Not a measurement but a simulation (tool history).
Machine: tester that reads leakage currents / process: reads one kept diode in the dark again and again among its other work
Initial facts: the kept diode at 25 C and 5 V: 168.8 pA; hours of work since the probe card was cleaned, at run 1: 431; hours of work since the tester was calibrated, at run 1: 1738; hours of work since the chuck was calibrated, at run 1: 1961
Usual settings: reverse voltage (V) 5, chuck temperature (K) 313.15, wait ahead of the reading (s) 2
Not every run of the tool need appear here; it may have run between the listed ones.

run,day,reverse voltage (V),chuck temperature (K),wait ahead of the reading (s),hours of work since the probe card was cleaned,hours of work since the tester was calibrated,hours of work since the chuck was calibrated,current that the tester gives (pA)
1,0,5,313.15,2,431,1738,1961,503.4
2,2.754,5,313.15,2,474,1781,2004,501.42
3,8.492,5,313.15,2,565,1872,2095,501.14
4,12.883,5,313.15,2,634,1941,2164,501.24
5,17.392,5,313.15,2,705,2012,2235,502.36
6,21.212,5,313.15,2,765,2072,2296,504.49
# day 27.346: chuck's temperature calibrated
7,27.346,9.01,313.15,2,861,2168,0,646.81
8,31.958,5,313.15,2,934,2241,73,503.29
9,36.604,5,313.15,2,1007,2314,146,500.69
10,42.046,5,313.15,2,1093,2400,232,502.77
11,45.033,5,313.15,0.58,1140,2447,279,502.01
12,50.954,3.66,313.15,2,1233,2540,372,437.62
# day 55.783: tester calibrated
13,55.783,3.66,314.15,2,1308,0,447,468.8
14,60.575,5,313.15,3.89,1384,76,523,501.72
15,64.942,5,313.15,1,1453,145,592,502.57
16,67.992,5,313.15,1,1501,193,640,502.95
17,71.404,5,313.15,1.42,1555,246,694,500.98
18,73.933,5,313.15,2,1595,286,734,499.71
19,76.921,12.1,313.15,2.15,1642,334,781,734.43
20,81.254,12.1,313.15,2.15,1710,402,849,739.45
21,85.525,12.1,313.15,1.05,1778,469,917,739.54
22,90.279,1.19,313.15,3.96,1853,544,992,269.67
23,94.5,1.19,313.15,3.96,1919,611,1058,269.31
24,98.917,15.82,300.15,0.93,1989,681,1128,325.03
25,103.225,15.82,300.15,0.93,2057,749,1196,326.14
26,108.517,4.73,302.15,1.77,2140,832,1279,222.22
27,114.071,4.25,295.15,1.85,2228,920,1367,125.73
28,119.596,4.25,295.15,1.85,2315,1007,1454,126.17
29,123.625,1.82,294.15,1.85,2379,1070,1518,79.94
30,127.029,5,304.15,2.07,2432,1124,1572,264.23
31,132.608,5,304.15,5.06,2520,1212,1660,266.18
32,135.938,5,304.15,5.06,2573,1265,1712,263.49
33,140.775,18.38,313.15,2,2649,1341,1788,884.78
34,145.483,5,313.15,5.72,2724,1415,1863,502.46
35,151.158,5,313.15,5.72,2813,1505,1952,502.42
36,156.658,5,316.15,0.4,2900,1592,2039,617.22

Below are 3 alternative next runs, each starting from the tool's condition after run 36. Predict each:
A,162.396,5,326.15,0.4,2991,1682,2130,?
B,162.396,5,319.15,2,2991,1682,2130,?
C,162.396,1.69,330.15,0.4,2991,1682,2130,?

run,current that the tester gives (pA)
A,1192.07
B,749.15
C,961.12
The same runs, with their run-to-run variation unchanged, on a tool lacking any hidden condition would have given:
run,current that the tester gives (pA)
A,1190.03
B,747.79
C,959.54
